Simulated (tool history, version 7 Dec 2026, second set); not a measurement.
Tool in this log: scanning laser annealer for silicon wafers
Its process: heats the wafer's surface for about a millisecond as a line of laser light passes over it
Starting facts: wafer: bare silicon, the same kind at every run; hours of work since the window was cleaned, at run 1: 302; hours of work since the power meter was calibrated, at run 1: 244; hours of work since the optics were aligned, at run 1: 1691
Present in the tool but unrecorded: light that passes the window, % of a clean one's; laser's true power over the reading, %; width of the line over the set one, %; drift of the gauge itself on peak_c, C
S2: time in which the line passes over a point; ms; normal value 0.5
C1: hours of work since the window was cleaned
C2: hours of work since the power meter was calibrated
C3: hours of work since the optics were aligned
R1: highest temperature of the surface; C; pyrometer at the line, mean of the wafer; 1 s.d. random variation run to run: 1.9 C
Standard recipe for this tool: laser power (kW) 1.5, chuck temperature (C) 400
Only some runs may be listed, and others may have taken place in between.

run 1 day=0 | laser_power_(kW)=1.5 S2=0.5 chuck_temperature_(C)=400 | C1=302 C2=244 C3=1691 | R1=1174
run 2 day=1.979 | laser_power_(kW)=1.5 S2=0.5 chuck_temperature_(C)=400 | C1=325 C2=267 C3=1714 | R1=1173
run 3 day=5.133 | laser_power_(kW)=1.5 S2=0.5 chuck_temperature_(C)=400 | C1=362 C2=305 C3=1751 | R1=1175
-- day=6.675 optics aligned, line set to its width
run 4 day=7.146 | laser_power_(kW)=1.5 S2=0.5 chuck_temperature_(C)=400 | C1=384 C2=326 C3=6 | R1=1175
run 5 day=10.533 | laser_power_(kW)=1.5 S2=0.5 chuck_temperature_(C)=400 | C1=424 C2=366 C3=46 | R1=1173
run 6 day=12.633 | laser_power_(kW)=1.5 S2=0.5 chuck_temperature_(C)=400 | C1=449 C2=391 C3=70 | R1=1176
run 7 day=15.992 | laser_power_(kW)=1.5 S2=0.5 chuck_temperature_(C)=400 | C1=488 C2=430 C3=110 | R1=1175
run 8 day=19.575 | laser_power_(kW)=1.5 S2=0.5 chuck_temperature_(C)=400 | C1=530 C2=473 C3=152 | R1=1175
run 9 day=23.229 | laser_power_(kW)=1.5 S2=0.5 chuck_temperature_(C)=400 | C1=574 C2=516 C3=195 | R1=1174
-- day=24.283 window over the wafer cleaned
run 10 day=25.525 | laser_power_(kW)=1.518 S2=0.5 chuck_temperature_(C)=400 | C1=15 C2=542 C3=222 | R1=1189
run 11 day=28.712 | laser_power_(kW)=1.518 S2=0.5 chuck_temperature_(C)=400 | C1=52 C2=580 C3=259 | R1=1187
run 12 day=30.567 | laser_power_(kW)=1.518 S2=0.5 chuck_temperature_(C)=400 | C1=74 C2=601 C3=281 | R1=1187
run 13 day=34.046 | laser_power_(kW)=1.5 S2=0.5 chuck_temperature_(C)=400 | C1=115 C2=642 C3=322 | R1=1172
run 14 day=35.896 | laser_power_(kW)=1.5 S2=0.5 chuck_temperature_(C)=400 | C1=137 C2=664 C3=344 | R1=1174
run 15 day=38.971 | laser_power_(kW)=1.5 S2=0.5 chuck_temperature_(C)=437 | C1=173 C2=701 C3=380 | R1=1214
run 16 day=41.829 | laser_power_(kW)=1.5 S2=0.569 chuck_temperature_(C)=400 | C1=207 C2=734 C3=414 | R1=1232
run 17 day=44.596 | laser_power_(kW)=1.5 S2=0.569 chuck_temperature_(C)=400 | C1=240 C2=767 C3=447 | R1=1237
run 18 day=47.742 | laser_power_(kW)=1.5 S2=0.569 chuck_temperature_(C)=400 | C1=277 C2=804 C3=484 | R1=1235
run 19 day=50.179 | laser_power_(kW)=1.5 S2=0.569 chuck_temperature_(C)=400 | C1=306 C2=833 C3=513 | R1=1236
run 20 day=52.5 | laser_power_(kW)=1.5 S2=0.569 chuck_temperature_(C)=400 | C1=333 C2=860 C3=540 | R1=1234
run 21 day=55.671 | laser_power_(kW)=1.5 S2=0.497 chuck_temperature_(C)=365 | C1=371 C2=898 C3=578 | R1=1140
run 22 day=58.575 | laser_power_(kW)=1.34 S2=0.5 chuck_temperature_(C)=400 | C1=405 C2=932 C3=612 | R1=1071
run 23 day=60.946 | laser_power_(kW)=1.54 S2=0.5 chuck_temperature_(C)=429 | C1=433 C2=960 C3=640 | R1=1232
run 24 day=63.546 | laser_power_(kW)=1.54 S2=0.5 chuck_temperature_(C)=429 | C1=464 C2=991 C3=671 | R1=1228
run 25 day=66.929 | laser_power_(kW)=1.576 S2=0.415 chuck_temperature_(C)=425 | C1=504 C2=1031 C3=710 | R1=1165
run 26 day=68.888 | laser_power_(kW)=1.576 S2=0.415 chuck_temperature_(C)=425 | C1=527 C2=1054 C3=734 | R1=1164
run 27 day=70.492 | laser_power_(kW)=1.478 S2=0.438 chuck_temperature_(C)=374 | C1=546 C2=1073 C3=753 | R1=1076
run 28 day=71.971 | laser_power_(kW)=1.478 S2=0.438 chuck_temperature_(C)=374 | C1=563 C2=1090 C3=770 | R1=1076
-- day=73.904 window over the wafer cleaned
run 29 day=74.733 | laser_power_(kW)=1.498 S2=0.395 chuck_temperature_(C)=387 | C1=10 C2=1122 C3=802 | R1=1063
run 30 day=77.283 | laser_power_(kW)=1.555 S2=0.408 chuck_temperature_(C)=387 | C1=40 C2=1152 C3=832 | R1=1109
run 31 day=80.429 | laser_power_(kW)=1.479 S2=0.5 chuck_temperature_(C)=421 | C1=77 C2=1189 C3=869 | R1=1182
run 32 day=83.321 | laser_power_(kW)=1.5 S2=0.481 chuck_temperature_(C)=428 | C1=111 C2=1223 C3=903 | R1=1186
run 33 day=86.85 | laser_power_(kW)=1.568 S2=0.406 chuck_temperature_(C)=402 | C1=153 C2=1265 C3=945 | R1=1128
run 34 day=88.467 | laser_power_(kW)=1.568 S2=0.406 chuck_temperature_(C)=402 | C1=172 C2=1284 C3=964 | R1=1131
run 35 day=90.008 | laser_power_(kW)=1.568 S2=0.406 chuck_temperature_(C)=402 | C1=190 C2=1302 C3=982 | R1=1129
run 36 day=93.154 | laser_power_(kW)=1.568 S2=0.406 chuck_temperature_(C)=402 | C1=227 C2=1339 C3=1019 | R1=1127
run 37 day=95.992 | laser_power_(kW)=1.568 S2=0.406 chuck_temperature_(C)=393 | C1=261 C2=1373 C3=1053 | R1=1118
run 38 day=98.804 | laser_power_(kW)=1.568 S2=0.406 chuck_temperature_(C)=393 | C1=294 C2=1406 C3=1086 | R1=1118
run 39 day=100.608 | laser_power_(kW)=1.637 S2=0.512 chuck_temperature_(C)=412 | C1=315 C2=1427 C3=1107 | R1=1292
run 40 day=102.129 | laser_power_(kW)=1.279 S2=0.512 chuck_temperature_(C)=403 | C1=333 C2=1445 C3=1125 | R1=1037

Branching from run 40: 4 alternative next runs. What would each branch give?
run A day=104.862 | laser_power_(kW)=1.279 S2=0.584 chuck_temperature_(C)=403 | C1=366 C2=1478 C3=1157 | R1=?
run B day=104.862 | laser_power_(kW)=1.452 S2=0.512 chuck_temperature_(C)=403 | C1=366 C2=1478 C3=1157 | R1=?
run C day=104.862 | laser_power_(kW)=1.549 S2=0.512 chuck_temperature_(C)=412 | C1=366 C2=1478 C3=1157 | R1=?
run D day=104.862 | laser_power_(kW)=1.354 S2=0.5 chuck_temperature_(C)=432 | C1=366 C2=1478 C3=1157 | R1=?

run=A R1=1090
run=B R1=1158
run=C R1=1232
run=D R1=1113
Had the tool no hidden state, the same runs would have come out as:
run=A R1=1091
run=B R1=1159
run=C R1=1232
run=D R1=1113
